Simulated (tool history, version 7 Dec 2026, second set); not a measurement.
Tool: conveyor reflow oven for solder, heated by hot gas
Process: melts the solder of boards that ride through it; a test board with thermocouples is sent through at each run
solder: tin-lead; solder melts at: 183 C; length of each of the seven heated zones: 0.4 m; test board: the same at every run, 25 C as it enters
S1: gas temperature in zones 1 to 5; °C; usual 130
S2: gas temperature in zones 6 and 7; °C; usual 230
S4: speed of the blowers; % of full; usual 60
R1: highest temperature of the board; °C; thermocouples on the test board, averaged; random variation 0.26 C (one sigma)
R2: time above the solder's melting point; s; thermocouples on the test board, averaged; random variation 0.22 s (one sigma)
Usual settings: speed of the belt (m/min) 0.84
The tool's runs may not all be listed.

run 1 hour=0 | S1=130 S2=230 speed_of_the_belt_(m/min)=0.84 S4=60 | R1=206.9 R2=32.9
run 2 hour=14 | S1=130 S2=230 speed_of_the_belt_(m/min)=0.84 S4=60 | R1=207 R2=32.9
run 3 hour=27.9 | S1=130 S2=244 speed_of_the_belt_(m/min)=0.84 S4=60 | R1=218.6 R2=41.2
-- hour=39.5 flux residue cleaned out of gas plates and filters
run 4 hour=52.5 | S1=130 S2=230 speed_of_the_belt_(m/min)=0.84 S4=54 | R1=203.5 R2=29.5
run 5 hour=62.8 | S1=130 S2=230 speed_of_the_belt_(m/min)=0.84 S4=60 | R1=206 R2=31.8
run 6 hour=74.8 | S1=115 S2=230 speed_of_the_belt_(m/min)=0.84 S4=60 | R1=202.4 R2=25.7
run 7 hour=86.7 | S1=122 S2=230 speed_of_the_belt_(m/min)=0.84 S4=60 | R1=203.8 R2=28.4
run 8 hour=97.3 | S1=122 S2=230 speed_of_the_belt_(m/min)=0.84 S4=60 | R1=203.7 R2=28.7
run 9 hour=110 | S1=122 S2=230 speed_of_the_belt_(m/min)=0.84 S4=60 | R1=204.5 R2=28.5
-- hour=128.1 flux residue cleaned out of gas plates and filters, once more
run 10 hour=130.6 | S1=130 S2=230 speed_of_the_belt_(m/min)=0.84 S4=55 | R1=207 R2=32.4
run 11 hour=139.6 | S1=130 S2=230 speed_of_the_belt_(m/min)=0.84 S4=86 | R1=217.2 R2=41.8
run 12 hour=152.7 | S1=130 S2=230 speed_of_the_belt_(m/min)=0.84 S4=60 | R1=208.3 R2=35
run 13 hour=172.6 | S1=130 S2=230 speed_of_the_belt_(m/min)=0.84 S4=60 | R1=208.4 R2=34.4
run 14 hour=181.4 | S1=130 S2=230 speed_of_the_belt_(m/min)=0.84 S4=52 | R1=204.9 R2=30.8
run 15 hour=190.1 | S1=130 S2=230 speed_of_the_belt_(m/min)=0.84 S4=52 | R1=205.2 R2=30.7
run 16 hour=208.3 | S1=130 S2=230 speed_of_the_belt_(m/min)=0.84 S4=52 | R1=204.8 R2=30.8
run 17 hour=216.5 | S1=132 S2=230 speed_of_the_belt_(m/min)=0.84 S4=60 | R1=208.8 R2=34.9
run 18 hour=224.9 | S1=132 S2=230 speed_of_the_belt_(m/min)=0.84 S4=60 | R1=208.8 R2=35.2
run 19 hour=241.9 | S1=115 S2=224 speed_of_the_belt_(m/min)=0.822 S4=68 | R1=204.1 R2=29.5
run 20 hour=257 | S1=144 S2=230 speed_of_the_belt_(m/min)=0.919 S4=51 | R1=204 R2=30
run 21 hour=276.7 | S1=130 S2=224 speed_of_the_belt_(m/min)=0.673 S4=60 | R1=209.5 R2=46.4
run 22 hour=297 | S1=122 S2=224 speed_of_the_belt_(m/min)=0.793 S4=60 | R1=203.3 R2=30.4
run 23 hour=309.4 | S1=122 S2=243 speed_of_the_belt_(m/min)=0.793 S4=79 | R1=226.6 R2=47.4
run 24 hour=323.8 | S1=117 S2=232 speed_of_the_belt_(m/min)=0.693 S4=69 | R1=217.6 R2=47.5
run 25 hour=343.4 | S1=117 S2=232 speed_of_the_belt_(m/min)=0.693 S4=69 | R1=217 R2=47.6
run 26 hour=354.7 | S1=130 S2=230 speed_of_the_belt_(m/min)=0.84 S4=54 | R1=205.2 R2=31.3
run 27 hour=372.9 | S1=128 S2=243 speed_of_the_belt_(m/min)=0.905 S4=60 | R1=215.1 R2=35.2
run 28 hour=389.7 | S1=130 S2=230 speed_of_the_belt_(m/min)=0.837 S4=60 | R1=207.6 R2=34
run 29 hour=401.1 | S1=139 S2=221 speed_of_the_belt_(m/min)=0.857 S4=77 | R1=206.6 R2=35.5
run 30 hour=416.1 | S1=132 S2=230 speed_of_the_belt_(m/min)=0.84 S4=60 | R1=208.2 R2=34.7
run 31 hour=434.4 | S1=140 S2=234 speed_of_the_belt_(m/min)=0.84 S4=52 | R1=209.9 R2=37.4
run 32 hour=443 | S1=137 S2=230 speed_of_the_belt_(m/min)=0.861 S4=60 | R1=207.7 R2=34.5

Some steps in R1 between neighbouring runs. How much of each would the tool show without its hidden state too (settings, what came in, random variation), and how much is left for the hidden state, with any gauge scatter that isn't in both results?
The hidden state here: heat that the gas passes to the board, % of a clean oven's; belt's true speed, % of the reading; true gas temperature in zones 6 and 7 over the reading, C; drift of the gauge itself on peak_c, C; drift of the gauge itself on liquid_s, %.
Run 2 -> 3: S2 230 -> 244. R1 +11.6 °C: hidden state -0.3, all else +11.9.
Run 3 -> 4: S2 244 -> 230, S4 60 -> 54, flux residue cleaned out of gas plates and filters. R1 -15.1 °C: hidden state -0.1, all else -15.
Run 5 -> 6: S1 130 -> 115. R1 -3.6 °C: hidden state -0.4, all else -3.2.
Run 9 -> 10: S1 122 -> 130, S4 60 -> 55, flux residue cleaned out of gas plates and filters, once more. R1 +2.5 °C: hidden state +3.2, all else -0.7.
Run 22 -> 23: S2 224 -> 243, S4 60 -> 79. R1 +23.3 °C: hidden state -0.2, all else +23.5.
Run 25 -> 26: S1 117 -> 130, S2 232 -> 230, speed of the belt (m/min) 0.693 -> 0.84, S4 69 -> 54. R1 -11.8 °C: hidden state +0, all else -11.8.

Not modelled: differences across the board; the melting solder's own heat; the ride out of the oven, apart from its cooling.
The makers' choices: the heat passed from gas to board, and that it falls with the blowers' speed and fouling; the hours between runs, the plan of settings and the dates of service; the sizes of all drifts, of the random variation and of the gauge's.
